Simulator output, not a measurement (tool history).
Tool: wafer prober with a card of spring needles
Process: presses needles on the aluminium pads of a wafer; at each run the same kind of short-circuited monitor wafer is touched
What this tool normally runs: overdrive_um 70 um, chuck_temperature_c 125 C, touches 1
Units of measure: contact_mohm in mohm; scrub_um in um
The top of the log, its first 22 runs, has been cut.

At day 38.304: height of the first contact set anew.
At day 38.867: tips cleaned on abrasive film.
Run 23, day 38.938: usual settings but overdrive_um 66 um, chuck_temperature_c 28 C, touches 2. Result: contact_mohm 169 mohm, scrub_um 14.66 um.
At day 40.288: tips cleaned on abrasive film.
Run 24, day 40.354: usual settings but chuck_temperature_c 25 C. Result: contact_mohm 167 mohm, scrub_um 15.53 um.
At day 41.567: tips cleaned on abrasive film.
Run 25, day 42.204: usual settings but overdrive_um 84 um, chuck_temperature_c 46 C. Result: contact_mohm 172 mohm, scrub_um 18.63 um.
At day 42.854: tips cleaned on abrasive film.
At day 44.167: tips cleaned on abrasive film.
Run 26, day 44.167: usual settings but overdrive_um 84 um, chuck_temperature_c 46 C. Result: contact_mohm 170 mohm, scrub_um 18.64 um.
At day 45.492: tips cleaned on abrasive film.
Run 27, day 45.938: usual settings but overdrive_um 84 um, chuck_temperature_c 46 C. Result: contact_mohm 173 mohm, scrub_um 18.65 um.
At day 46.862: tips cleaned on abrasive film.
Run 28, day 47.342: usual settings but overdrive_um 83 um, chuck_temperature_c 39 C. Result: contact_mohm 173 mohm, scrub_um 18.40 um.
At day 48.183: tips cleaned on abrasive film.
Run 29, day 49.021: usual settings but chuck_temperature_c 115 C, touches 2. Result: contact_mohm 189 mohm, scrub_um 15.53 um.
At day 49.442: tips cleaned on abrasive film.
At day 50.838: tips cleaned on abrasive film.
Run 30, day 51.029: usual settings but chuck_temperature_c 36 C. Result: contact_mohm 168 mohm, scrub_um 15.53 um.
Run 31, day 52.008: usual settings but chuck_temperature_c 36 C. Result: contact_mohm 168 mohm, scrub_um 15.53 um.

Branching from run 31: 4 alternative next runs. What would each branch give?
At day 52.150: tips cleaned on abrasive film.
Run A, day 52.975: usual settings but overdrive_um 85 um, chuck_temperature_c 113 C. Result: contact_mohm ?, scrub_um ?.
At day 52.150: tips cleaned on abrasive film.
Run B, day 52.975: usual settings but overdrive_um 77 um, chuck_temperature_c 119 C. Result: contact_mohm ?, scrub_um ?.
At day 52.150: tips cleaned on abrasive film.
Run C, day 52.975: usual settings but overdrive_um 80 um, chuck_temperature_c 46 C, touches 2. Result: contact_mohm ?, scrub_um ?.
At day 52.150: tips cleaned on abrasive film.
Run D, day 52.975: usual settings but overdrive_um 60 um, chuck_temperature_c 47 C. Result: contact_mohm ?, scrub_um ?.

run  contact_mohm  scrub_um
  A           186     18.85
  B           185     17.07
  C           173     17.76
  D           175     13.29
With the hidden condition removed and each run's random variation left untouched, the same runs would have given:
run  contact_mohm  scrub_um
  A           185     18.86
  B           184     17.08
  C           172     17.76
  D           174     13.29
